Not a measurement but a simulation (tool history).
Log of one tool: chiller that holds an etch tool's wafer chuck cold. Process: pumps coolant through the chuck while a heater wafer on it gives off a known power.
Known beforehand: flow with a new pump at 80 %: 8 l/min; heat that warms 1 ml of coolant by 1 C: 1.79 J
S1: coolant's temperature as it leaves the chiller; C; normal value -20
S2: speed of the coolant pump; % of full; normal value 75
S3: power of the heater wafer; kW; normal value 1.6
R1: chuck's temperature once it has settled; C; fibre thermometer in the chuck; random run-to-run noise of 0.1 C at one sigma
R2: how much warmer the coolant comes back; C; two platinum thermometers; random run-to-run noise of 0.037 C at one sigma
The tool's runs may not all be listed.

Run 1, hour 0: usual settings. Result: R1 -3.8 C, R2 7.24 C.
Run 2, hour 17: usual settings but S3 0.922 kW. Result: R1 -10.8 C, R2 4.15 C.
Run 3, hour 42.1: usual settings but S2 69 % of full. Result: R1 -2.9 C, R2 7.93 C.
Run 4, hour 78.5: usual settings. Result: R1 -3.7 C, R2 7.17 C.
Run 5, hour 108.4: usual settings. Result: R1 -4 C, R2 7.21 C.
Run 6, hour 128.1: usual settings. Result: R1 -3.7 C, R2 7.29 C.
Run 7, hour 149.3: usual settings. Result: R1 -3.7 C, R2 7.25 C.
Run 8, hour 181.1: usual settings but S3 1.527 kW. Result: R1 -4.4 C, R2 6.88 C.
Run 9, hour 207.8: usual settings but S3 1.527 kW. Result: R1 -4.5 C, R2 6.9 C.
Run 10, hour 243.7: usual settings but S3 1.527 kW. Result: R1 -4.3 C, R2 6.91 C.
Run 11, hour 270.4: usual settings. Result: R1 -3.7 C, R2 7.25 C.
Run 12, hour 303.2: usual settings. Result: R1 -3.7 C, R2 7.3 C.
Run 13, hour 320: usual settings. Result: R1 -3.7 C, R2 7.28 C.
Run 14, hour 354.4: usual settings. Result: R1 -3.6 C, R2 7.23 C.
Run 15, hour 380.9: usual settings. Result: R1 -3.6 C, R2 7.27 C.
Run 16, hour 408.1: usual settings. Result: R1 -3.6 C, R2 7.29 C.
Run 17, hour 441.2: usual settings but S1 -15 C, S2 88 % of full. Result: R1 -0.7 C, R2 6.15 C.
Run 18, hour 457.3: usual settings but S1 -25 C, S3 0.885 kW. Result: R1 -15.9 C, R2 3.99 C.
Run 19, hour 482.7: usual settings but S1 -12 C, S2 70 % of full. Result: R1 5.4 C, R2 7.87 C.
Run 20, hour 516.2: usual settings but S1 -22 C, S2 78 % of full. Result: R1 -6.1 C, R2 6.99 C.
Run 21, hour 537.8: usual settings but S1 -27 C, S2 60 % of full. Result: R1 -7 C, R2 9.32 C.
Run 22, hour 554.7: usual settings but S1 -27 C, S2 82 % of full, S3 2.039 kW. Result: R1 -7.4 C, R2 8.48 C.
Run 23, hour 576.5: usual settings but S1 -16 C, S2 84 % of full, S3 0.869 kW. Result: R1 -8 C, R2 3.5 C.
Run 24, hour 592.6: usual settings but S1 -16 C, S2 84 % of full, S3 0.869 kW. Result: R1 -8 C, R2 3.5 C.
Run 25, hour 610: usual settings but S1 -13 C, S2 83 % of full. Result: R1 2.3 C, R2 6.57 C.
Run 26, hour 641.4: usual settings but S1 -13 C, S2 83 % of full. Result: R1 2.4 C, R2 6.62 C.
Run 27, hour 669.3: usual settings but S1 -13 C, S2 83 % of full. Result: R1 2.2 C, R2 6.6 C.
Run 28, hour 696.2: usual settings but S1 -27 C, S2 62 % of full, S3 1.241 kW. Result: R1 -11.9 C, R2 7.02 C.
Run 29, hour 728.6: usual settings but S1 -25 C. Result: R1 -8.2 C, R2 7.36 C.

What if the next run were any one of these 3? Each begins from the tool's condition after run 29:
Run A, hour 755.4: usual settings but S1 -16 C, S2 76 % of full. Result: R1 ?, R2 ?.
Run B, hour 755.4: usual settings but S1 -13 C, S2 83 % of full, S3 2.244 kW. Result: R1 ?, R2 ?.
Run C, hour 755.4: usual settings but S2 87 % of full, S3 1.533 kW. Result: R1 ?, R2 ?.

run    R1    R2
  A   0.7  7.27
  B   8.9  9.19
  C  -5.7  6.01
With no hidden state in the tool, these same runs would have given:
run    R1    R2
  A  -1.1   7.1
  B   6.3  8.97
  C  -7.2  5.87
